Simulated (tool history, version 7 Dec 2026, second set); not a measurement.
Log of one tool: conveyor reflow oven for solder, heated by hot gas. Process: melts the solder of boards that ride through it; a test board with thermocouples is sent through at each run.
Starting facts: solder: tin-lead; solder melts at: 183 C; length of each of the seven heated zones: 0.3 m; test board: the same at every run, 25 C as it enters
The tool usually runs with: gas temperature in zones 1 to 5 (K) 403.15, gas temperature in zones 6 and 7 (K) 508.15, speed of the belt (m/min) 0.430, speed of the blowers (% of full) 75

run     day  gas temperature in zones 1 to 5 (K)  gas temperature in zones 6 and 7 (K)  speed of the belt (m/min)  speed of the blowers (% of full)  highest temperature of the board (K)  time above the solder's melting point (s)
  1   0.000                               403.15                                508.15                      0.430                                75                                486.35                                       57.3
  2   1.775                               416.15                                508.15                      0.430                                75                                489.85                                       64.3
  3   3.742                               416.15                                508.15                      0.430                                75                                488.55                                       63.8
  4   5.033                               403.15                                508.15                      0.430                                75                                486.05                                       56.3
  5   6.171                               403.15                                508.15                      0.430                                75                                485.55                                       55.8
  6   8.429                               403.15                                508.15                      0.430                                71                                489.25                                       60.1
  7   9.738                               403.15                                508.15                      0.430                                63                                488.45                                       58.9
  8  11.212                               403.15                                508.15                      0.430                                63                                488.15                                       59.0
  9  12.267                               403.15                                508.15                      0.430                                63                                488.55                                       59.1
 10  13.900                               403.15                                508.15                      0.430                                63                                488.35                                       58.5
 11  14.912                               408.15                                508.15                      0.430                                75                                492.65                                       65.1
 12  16.842                               408.15                                508.15                      0.430                                75                                492.25                                       64.9
 13  18.646                               407.15                                508.15                      0.430                                75                                491.65                                       64.2
 14  19.696                               407.15                                508.15                      0.430                                75                                491.55                                       63.5
 15  21.546                               407.15                                508.15                      0.398                                75                                493.35                                       71.5
 16  23.846                               406.15                                504.15                      0.381                                75                                490.55                                       71.8
 17  25.258                               406.15                                504.15                      0.500                                71                                479.75                                       43.7
 18  26.758                               406.15                                504.15                      0.500                                71                                479.55                                       43.6
 19  28.362                               403.15                                508.15                      0.515                                75                                480.25                                       40.6
 20  30.488                               403.15                                508.15                      0.515                                75                                479.95                                       39.1
 21  31.546                               399.15                                508.15                      0.430                                75                                486.15                                       54.7
 22  32.838                               414.15                                518.15                      0.516                                75                                495.65                                       56.3
 23  34.250                               414.15                                518.15                      0.516                                75                                495.65                                       56.5
 24  35.262                               414.15                                518.15                      0.516                                75                                495.85                                       56.1
 25  36.508                               390.15                                503.15                      0.392                                66                                484.85                                       56.0
 26  38.758                               403.15                                508.15                      0.430                                75                                490.15                                       60.0
 27  39.846                               412.15                                508.15                      0.430                                55                                484.75                                       56.7
 28  41.579                               397.15                                496.15                      0.404                                66                                477.35                                       47.5
 29  42.879                               394.15                                501.15                      0.404                                66                                480.95                                       51.0
 30  45.021                               389.15                                501.15                      0.507                                66                                469.75                                       25.0

Not shown: 4 entries that the log had between the listed runs. Between which runs, and how does the tool's hidden state differ before and after?
After run 5, before run 6: flux residue cleaned out of gas plates and filters (day 8.183)
  heat that the gas passes to the board, % of a clean oven's: 84.3 -> 99.5; belt's true speed, % of the reading: 98.52 -> 98.42; true gas temperature in zones 6 and 7 over the reading, C: -3.82 -> -3.95
  what was measured, less what the result would be without the hidden state, highest temperature of the board (K): -7.40 -> -3.10; time above the solder's melting point (s): -6.5 -> -1.5
After run 6, before run 7: thermocouples of zones 6 and 7 changed (day 9.492)
  heat that the gas passes to the board, % of a clean oven's: 99.5 -> 98.6; belt's true speed, % of the reading: 98.42 -> 98.37; true gas temperature in zones 6 and 7 over the reading, C: -3.95 -> -0.15
  what was measured, less what the result would be without the hidden state, highest temperature of the board (K): -3.10 -> +0.10; time above the solder's melting point (s): -1.5 -> +1.1
After run 18, before run 19: belt drive overhauled, speed set with a stopwatch (day 28.008)
  heat that the gas passes to the board, % of a clean oven's: 86.8 -> 85.9; belt's true speed, % of the reading: 97.66 -> 99.94; true gas temperature in zones 6 and 7 over the reading, C: -1.07 -> -1.15
  what was measured, less what the result would be without the hidden state, highest temperature of the board (K): -4.10 -> -5.90; time above the solder's melting point (s): -3.7 -> -6.1
After run 21, before run 22: flux residue cleaned out of gas plates and filters (day 31.875)
  heat that the gas passes to the board, % of a clean oven's: 83.9 -> 99.1; belt's true speed, % of the reading: 99.81 -> 99.76; true gas temperature in zones 6 and 7 over the reading, C: -1.34 -> -1.4
  what was measured, less what the result would be without the hidden state, highest temperature of the board (K): -6.10 -> -1.30; time above the solder's melting point (s): -6.3 -> -0.7

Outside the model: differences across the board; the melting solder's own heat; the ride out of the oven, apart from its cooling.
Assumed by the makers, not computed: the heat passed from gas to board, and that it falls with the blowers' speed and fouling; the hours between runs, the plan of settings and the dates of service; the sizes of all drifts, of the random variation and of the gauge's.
